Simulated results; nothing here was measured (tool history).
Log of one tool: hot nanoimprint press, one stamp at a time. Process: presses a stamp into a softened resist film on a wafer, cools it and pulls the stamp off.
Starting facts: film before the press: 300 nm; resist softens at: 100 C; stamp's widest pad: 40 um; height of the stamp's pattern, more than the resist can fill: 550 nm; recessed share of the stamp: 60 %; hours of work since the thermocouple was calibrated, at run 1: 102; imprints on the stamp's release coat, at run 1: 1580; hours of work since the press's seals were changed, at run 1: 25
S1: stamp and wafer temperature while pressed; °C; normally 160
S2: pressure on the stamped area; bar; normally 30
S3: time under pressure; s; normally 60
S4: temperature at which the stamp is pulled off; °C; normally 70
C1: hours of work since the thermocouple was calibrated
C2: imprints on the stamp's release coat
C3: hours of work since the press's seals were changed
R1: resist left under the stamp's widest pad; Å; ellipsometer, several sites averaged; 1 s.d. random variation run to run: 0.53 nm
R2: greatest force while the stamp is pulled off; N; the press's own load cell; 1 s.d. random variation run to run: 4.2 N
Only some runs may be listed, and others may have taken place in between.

run   hour   S1    S2   S3  S4   C1    C2   C3    R1   R2
  1      0  160    30   60  70  102  1580   25  1418  248
  2   10.3  160    30   60  70  109  1620   33  1417  255
  3     16  160    30   60  70  114  1642   37  1424  265
  4   29.9  160    30   60  70  124  1697   47  1419  250
      41.5  -- stamp cleaned and given a new release coat
  5   43.7  160    30   60  70  130     8   53  1426  206
  6     57  160    30   60  70  139    60   62  1420  219
  7   63.3  160    30   60  70  144    85   67  1416  216
  8   71.9  160    30   60  70  150   119   73  1419  206
  9   82.9  160    30   60  70  158   162   81  1413  205
 10     93  160    30   60  70  166   201   89  1420  219
 11   99.5  160    30   60  70  170   227   93  1416  213
 12  113.1  159    30   60  70  180   280  103  1472  215
 13  120.6  159    30   60  70  186   309  109  1466  211
 14  126.5  160    30   60  69  190   332  113  1407  218
 15  134.3  160    30   60  69  196   363  119  1402  228
 16  146.9  169    30   60  69  205   412  128  1012  220
 17  154.4  169    30   60  69  210   441  134  1023  222
 18  160.7  169    30   60  69  215   466  138  1016  226
 19  174.4  168    30   63  59  225   520  148  1029  257
 20  186.4  163    30  117  66  234   566  157   963  234
 21  197.1  160  19.1   34  64  242   608  165  2021  235
 22  204.2  160  19.1   34  64  247   636  170  2006  248
 23  216.2  160  19.1   34  64  256   683  179  2003  252
 24  227.2  160  19.1   34  64  264   726  187  2019  246
 25  235.5  171  22.3   34  61  270   759  193  1363  250
 26  243.3  171  22.3   34  61  276   789  199  1360  255
 27  253.2  164    30   43  70  283   828  206  1375  222
 28  259.8  160    32  116  70  288   854  211  1055  229
 29  271.9  160    30   60  71  296   901  220  1401  227
 30  277.9  160    30   60  71  301   924  224  1397  226

4 ways to go on from here, each from the tool as it stands after run 30. What would each give?
  A  289.4  152  37.6   60  76  309  969  232   ?   ?
  B  289.4  156    30  100  71  309  969  232   ?   ?
  C  289.4  160    30   81  70  309  969  232   ?   ?
  D  289.4  160  19.8   60  70  309  969  232   ?   ?

run    R1   R2
  A  1696  210
  B  1350  231
  C  1246  229
  D  1668  235
Had the tool no hidden state, the same runs would have come out as:
run    R1   R2
  A  1729  191
  B  1381  210
  C  1274  208
  D  1703  214
